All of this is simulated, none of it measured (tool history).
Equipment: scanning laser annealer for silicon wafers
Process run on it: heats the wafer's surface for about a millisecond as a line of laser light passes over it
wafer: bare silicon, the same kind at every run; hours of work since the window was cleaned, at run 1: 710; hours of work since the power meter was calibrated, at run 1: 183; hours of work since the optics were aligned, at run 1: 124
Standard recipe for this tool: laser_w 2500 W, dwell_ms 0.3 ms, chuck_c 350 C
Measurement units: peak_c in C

run  hour  laser_w  dwell_ms  chuck_c  hours of work since the window was cleaned  hours of work since the power meter was calibrated  hours of work since the optics were aligned  peak_c
  1   0.0     2500       0.3      350                                         710                                                 183                                          124    1120
  2   7.6     2500       0.3      350                                         714                                                 186                                          128    1118
  3  14.6     2500       0.3      350                                         718                                                 190                                          131    1118
  4  23.3     2500       0.3      320                                         722                                                 194                                          136    1084
  5  29.6     2500       0.3      350                                         725                                                 197                                          139    1115
  6  34.7     2500       0.3      350                                         728                                                 200                                          141    1114
  7  42.7     2500       0.3      350                                         732                                                 204                                          145    1117
  8  47.8     2500       0.3      350                                         734                                                 206                                          148    1117

Predict the results of run 9:
  9  51.8     2500       0.3      337                                         736                                                 208                                          150       ?

For run 9 the tool returned peak_c 1102 C.
On a tool with no hidden condition, and with the same random variation, this run would have come out at peak_c 1135 C.

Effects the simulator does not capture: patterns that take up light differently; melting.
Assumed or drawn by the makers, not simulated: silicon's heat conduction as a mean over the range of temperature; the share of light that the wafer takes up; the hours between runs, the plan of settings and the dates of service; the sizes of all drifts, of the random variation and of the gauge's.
